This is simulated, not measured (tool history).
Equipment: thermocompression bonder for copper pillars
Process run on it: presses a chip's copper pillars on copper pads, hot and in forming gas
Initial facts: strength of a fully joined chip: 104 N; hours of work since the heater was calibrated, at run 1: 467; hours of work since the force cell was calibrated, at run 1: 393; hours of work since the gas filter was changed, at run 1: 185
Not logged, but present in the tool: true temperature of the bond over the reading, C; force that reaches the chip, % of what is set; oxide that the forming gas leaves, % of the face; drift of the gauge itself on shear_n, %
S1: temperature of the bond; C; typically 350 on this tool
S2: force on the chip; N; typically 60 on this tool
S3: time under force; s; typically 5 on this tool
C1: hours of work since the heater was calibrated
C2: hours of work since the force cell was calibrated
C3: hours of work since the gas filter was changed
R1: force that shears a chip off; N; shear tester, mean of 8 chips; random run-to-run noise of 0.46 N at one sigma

run   hour   S1  S2  S3   C1   C2   C3    R1
  1      0  350  60   5  467  393  185  42.6
  2   51.3  350  60  13  494  420  212  58.2
  3   73.8  350  60   5  506  431  224  41.8
  4  107.1  350  60   5  523  449  241  42.4
  5  136.3  350  60   5  538  464  257  41.8
  6  163.3  350  60  14  553  479  271  58.1
  7  202.8  350  60  14  573  499  292  58.6
     229.2  -- forming gas filter changed
  8  253.3  350  60  14  600  526   13  63.9
  9  298.3  350  60   5  623  549   36  44.4
 10  324.2  350  85   3  637  563   50  49.7
 11  351.9  372  45   4  652  578   65  37.5
     358.5  -- heater calibrated with a thermocouple chip
 12  375.5  350  73   9    9  589   76  65.1
 13  400.6  358  43   5   22  602   89  36.8
 14  447.6  350  60   8   47  627  114  54.1
 15    496  326  60   8   72  653  139  45.7
 16  518.9  326  60   8   84  665  152  44.4
 17  556.8  350  45   5  104  685  172  34.3

Subtracting, for every run, the result it would have given without the tool's unlogged condition from the measured result gives the following. The same run-to-run variation enters both numbers; the gauge's scatter may not:
run    R1
  1  -0.4
  2  -1.4
  3  -0.7
  4  -0.9
  5    -1
  6  -2.2
  7  -2.4
  8  +2.4
  9    +2
 10  +1.9
 11  +1.3
 12  +3.6
 13  +2.8
 14  +3.2
 15  +3.3
 16  +3.1
 17  +2.3
